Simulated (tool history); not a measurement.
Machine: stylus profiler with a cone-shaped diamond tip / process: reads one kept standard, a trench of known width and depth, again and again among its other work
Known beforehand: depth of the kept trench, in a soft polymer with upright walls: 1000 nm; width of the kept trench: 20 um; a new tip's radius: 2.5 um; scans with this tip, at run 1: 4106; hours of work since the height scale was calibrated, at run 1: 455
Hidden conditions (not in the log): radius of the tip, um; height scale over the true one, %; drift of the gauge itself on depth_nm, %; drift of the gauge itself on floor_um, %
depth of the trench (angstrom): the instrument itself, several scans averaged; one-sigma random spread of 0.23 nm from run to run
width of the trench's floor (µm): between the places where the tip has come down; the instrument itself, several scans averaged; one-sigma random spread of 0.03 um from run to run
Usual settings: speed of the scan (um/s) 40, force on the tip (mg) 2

run	hour	speed of the scan (um/s)	force on the tip (mg)	scans with this tip	hours of work since the height scale was calibrated	depth of the trench (angstrom)	width of the trench's floor (µm)
1	0	40	2	4106	455	10124.9	15.09
2	21.7	40	2	4202	466	10125.4	15.01
3	48.6	40	1.53	4320	479	10099.5	14.99
4	63.6	40	1.53	4386	486	10101.8	15.01
5	85.2	40	1.7	4482	497	10111.3	15.01
6	98.1	42	2	4538	503	10119.1	14.96
7	109.6	40	2.33	4589	509	10135.4	15.05
8	123.2	40	1.49	4649	516	10098.5	14.95
9	135.1	40	1.49	4702	522	10099.9	14.98
10	159.8	40	1.49	4811	534	10099.6	14.95
11	182.7	40	5.94	4912	545	10264	15.11
12	194.6	40	2.01	4965	551	10121.2	15.02
13	221.3	40	0.9	5082	564	10065.4	14.78
14	237.8	40	3.44	5155	572	10184.2	14.98
15	254.4	31	2	5229	580	10121.8	14.96
16	268.4	31	2	5290	587	10117.8	14.98
17	295	40	5.61	5408	600	10254.3	14.97
18	314.8	40	2	5495	609	10121.8	14.87
19	336.7	40	2	5592	620	10115.7	14.83
20	354.6	40	2	5671	629	10120.6	14.81
21	379.7	65	2	5781	641	10118.3	14.65
22	392.9	40	1.52	5840	648	10093.5	14.76
23	413.9	40	1.52	5932	658	10098.1	14.81
24	430	28	1.01	6004	666	10068.5	14.78
25	454.1	36	5.12	6110	678	10233.7	14.93
26	479.1	10	3.26	6220	690	10167.8	14.92
27	492.7	39	1.59	6280	697	10097.5	14.76
28	513.3	75	1.38	6371	707	10090.6	14.41
29	539.1	46	1.04	6485	719	10069.8	14.63
# hour 541.3: height scale calibrated on a step standard
30	566	46	1.04	6601	12	10054.2	14.54
31	591.8	150	1.57	6715	25	10084.1	13.86
32	604.5	40	5.74	6772	31	10239.5	14.79
# hour 612.8: height scale calibrated on a step standard, once more
33	623	40	5.74	6851	5	10277.1	14.74
34	639.4	40	5.74	6923	13	10275.9	14.75
35	653	75	3.64	6983	20	10200.7	14.56
36	677.4	33	2.79	7091	32	10168.5	14.68
37	696.5	33	2.79	7175	41	10167	14.66
38	716	24	4.09	7261	50	10218.3	14.78
39	739.7	24	4.09	7366	62	10216.7	14.74
40	766	51	1.85	7482	75	10123.5	14.51
41	792.5	12	4.73	7599	88	10239.2	14.77
42	804.7	15	3.61	7653	94	10198.5	14.67
43	816.6	116	3.61	7705	100	10200.5	14.29
44	833.2	10	2.36	7779	108	10149.6	14.75
45	858.7	136	1.02	7891	120	10081.9	13.55
46	884.3	136	1.02	8004	133	10084.2	13.51

Difference, measured minus no-hidden-state, one row per run. Run-to-run variation is common to both terms; the gauge's own scatter need not be:
run	depth of the trench (angstrom)	width of the trench's floor (µm)
1	-12.8	-0.66
2	-13.1	-0.67
3	-13.5	-0.68
4	-13.7	-0.7
5	-13.9	-0.71
6	-14.2	-0.72
7	-14.3	-0.73
8	-14.5	-0.74
9	-14.7	-0.74
10	-15.1	-0.76
11	-15.7	-0.78
12	-15.7	-0.78
13	-15.9	-0.8
14	-16.4	-0.81
15	-16.5	-0.83
16	-16.8	-0.84
17	-17.4	-0.85
18	-17.5	-0.87
19	-17.8	-0.88
20	-18.1	-0.89
21	-18.4	-0.91
22	-18.6	-0.92
23	-18.9	-0.94
24	-19	-0.95
25	-19.7	-0.96
26	-19.9	-0.98
27	-20	-0.98
28	-20.3	-1
29	-20.6	-1.02
30	-33.3	-1.03
31	-33.8	-1.05
32	-34.5	-1.06
33	-1.2	-1.07
34	-1.5	-1.08
35	-1.7	-1.09
36	-2	-1.1
37	-2.2	-1.12
38	-2.6	-1.13
39	-2.9	-1.14
40	-3.2	-1.15
41	-3.7	-1.18
42	-3.9	-1.18
43	-4.1	-1.19
44	-4.3	-1.2
45	-4.6	-1.22
46	-4.9	-1.23
